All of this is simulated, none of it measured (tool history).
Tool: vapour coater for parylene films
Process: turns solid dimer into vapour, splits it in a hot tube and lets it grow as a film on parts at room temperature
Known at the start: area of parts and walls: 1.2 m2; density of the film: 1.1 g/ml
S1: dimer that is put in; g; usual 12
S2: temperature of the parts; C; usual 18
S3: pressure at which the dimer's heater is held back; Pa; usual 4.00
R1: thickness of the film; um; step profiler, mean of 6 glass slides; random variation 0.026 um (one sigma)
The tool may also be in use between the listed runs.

run   hour  S1  S2     S3    R1
  1    0.0  12  18   4.00  6.72
  2   52.7  12  18   4.00  6.64
  3  113.0  12  18   7.63  5.78
  4  161.4  12  18   7.63  5.74
  5  204.6  12  27   7.63  4.12
  6  248.7  12  23   4.00  5.37
     264.0  -- trap's valve overhauled
  7  314.2  12  23   4.00  5.62
  8  361.7  12  18   4.00  6.70
  9  420.0  12  18  10.72  5.45
 10  474.9  11  19   3.67  5.85
 11  513.7  12  16   9.06  5.90
     539.3  -- trap's valve overhauled
 12  573.5  12  16   9.06  6.23
 13  607.0  12  16   9.06  6.16
 14  653.7  12  16   9.06  6.13
 15  694.1  15  18   4.00  8.32
 16  739.5  12  13   4.00  7.90
 17  799.6  12  13   4.00  7.80
     804.3  -- table's thermometer calibrated
     817.3  -- trap's valve overhauled
 18  860.7   6  18   4.00  3.25

4 ways to go on from here, each from the tool as it stands after run 18. What would each give?
  A  905.4  12  18  4.00   ?
  B  905.4  16  11  4.70   ?
  C  905.4   7  12  7.63   ?
  D  905.4  12  20  4.03   ?

run     R1
  A   6.56
  B  10.81
  C   4.17
  D   6.08
Without the tool's hidden state the same runs would have given:
run     R1
  A   6.71
  B  11.06
  C   4.26
  D   6.22

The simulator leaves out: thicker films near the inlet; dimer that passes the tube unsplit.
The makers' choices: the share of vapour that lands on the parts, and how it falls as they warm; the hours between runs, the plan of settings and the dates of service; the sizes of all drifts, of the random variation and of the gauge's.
